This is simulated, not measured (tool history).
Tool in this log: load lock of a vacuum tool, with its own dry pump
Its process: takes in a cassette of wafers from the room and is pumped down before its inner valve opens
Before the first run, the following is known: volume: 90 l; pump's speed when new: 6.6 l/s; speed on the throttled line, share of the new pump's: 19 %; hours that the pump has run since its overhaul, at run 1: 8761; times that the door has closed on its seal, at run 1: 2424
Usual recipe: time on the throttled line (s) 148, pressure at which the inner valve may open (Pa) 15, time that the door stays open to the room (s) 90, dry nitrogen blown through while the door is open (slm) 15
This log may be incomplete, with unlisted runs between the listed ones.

run    hour  time on the throttled line (s)  pressure at which the inner valve may open (Pa)  time that the door stays open to the room (s)  dry nitrogen blown through while the door is open (slm)  hours that the pump has run since its overhaul  times that the door has closed on its seal  incoming humidity of the room's air, %  time from the closed door until the inner valve may open (s)  rise of the pressure with all valves shut (Pa/min)
  1     0.0                             148                                               15                                             90                                                       15                                            8761                                        2424                                    46.5                                                         258.6                                               0.046
  2   111.5                             148                                               15                                             90                                                       15                                            8872                                        2590                                    44.0                                                         260.1                                               0.049
  3   229.7                             148                                               15                                             90                                                       17                                            8991                                        2766                                    42.0                                                         255.2                                               0.047
  4   285.3                             148                                               15                                            101                                                       17                                            9046                                        2848                                    44.1                                                         257.9                                               0.053
  5   356.9                             148                                               15                                            101                                                       17                                            9118                                        2955                                    43.4                                                         257.4                                               0.050
  6   448.6                             148                                               15                                            101                                                       17                                            9209                                        3091                                    46.3                                                         255.7                                               0.055
  7   510.5                             148                                               15                                            101                                                       17                                            9271                                        3183                                    45.1                                                         255.3                                               0.051
  8   575.2                             148                                               15                                             90                                                       15                                            9336                                        3279                                    44.7                                                         254.0                                               0.054
  9   658.1                             148                                               15                                             90                                                       10                                            9419                                        3403                                    43.7                                                         257.6                                               0.049
 10   768.4                             148                                               15                                             90                                                       10                                            9529                                        3567                                    49.3                                                         258.2                                               0.060
 11   861.7                             148                                               15                                             90                                                       10                                            9623                                        3706                                    46.6                                                         258.7                                               0.059
 12   957.2                             148                                               15                                             90                                                       10                                            9718                                        3848                                    48.3                                                         255.0                                               0.062
 13  1028.3                             148                                               26                                             90                                                       15                                            9789                                        3953                                    48.1                                                         249.2                                               0.059
 14  1085.1                              98                                               12                                            116                                                        9                                            9846                                        4038                                    42.6                                                         221.0                                               0.060

Run 15 comes next. What will it give?
 15  1153.0                              98                                               12                                            116                                                        9                                            9914                                        4139                                    44.1                                                             ?                                                   ?

time from the closed door until the inner valve may open (s): 222.3
rise of the pressure with all valves shut (Pa/min): 0.066
Minus the tool's unlogged condition, the same run would have read time from the closed door until the inner valve may open (s) 203.6, rise of the pressure with all valves shut (Pa/min) 0.054.
